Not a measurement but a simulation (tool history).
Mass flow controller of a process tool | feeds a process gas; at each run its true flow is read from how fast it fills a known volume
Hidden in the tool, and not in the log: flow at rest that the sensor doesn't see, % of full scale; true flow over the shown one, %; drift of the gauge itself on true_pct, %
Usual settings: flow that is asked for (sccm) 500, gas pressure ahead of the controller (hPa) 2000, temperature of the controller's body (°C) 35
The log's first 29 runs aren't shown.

run,day,flow that is asked for (sccm),gas pressure ahead of the controller (hPa),temperature of the controller's body (°C),hours of work since the controller was set to zero,hours of work since the controller was changed,true flow (%)
30,84.262,108,1650,27,131,131,97.71
31,87.388,844,1810,24,169,169,99.84
32,89.662,844,1810,24,196,196,99.89
33,92.267,844,1810,24,228,228,99.78
34,95.721,844,2800,35,269,269,98.69
35,99.412,621,1670,39,314,314,98.24
36,101.325,621,1440,25,337,337,99.46
37,104.308,500,1660,36,373,373,98.18
38,106.304,116,2660,35,397,397,96.47
39,109.354,341,1770,35,434,434,97.82
40,111.362,500,2000,34,458,458,98.20
41,114.800,500,2000,34,500,500,98.18
42,118.354,133,1660,25,543,543,97.69
43,120.446,325,2360,29,568,568,98.22
44,124.354,142,2490,21,615,615,97.80
45,126.733,142,2490,21,644,644,97.75
46,129.292,142,2490,21,675,675,97.69
47,132.167,392,2490,21,710,710,98.98
48,135.438,396,1470,27,749,749,98.76

Forecast each of these 3 alternatives for the next run:
A,137.433,191,2660,25,773,773,?
B,137.433,336,2520,25,773,773,?
C,137.433,386,2000,38,773,773,?

run,true flow (%)
A,97.72
B,98.53
C,97.63
Without the tool's hidden state the same runs would have given:
run,true flow (%)
A,98.38
B,98.77
C,97.79
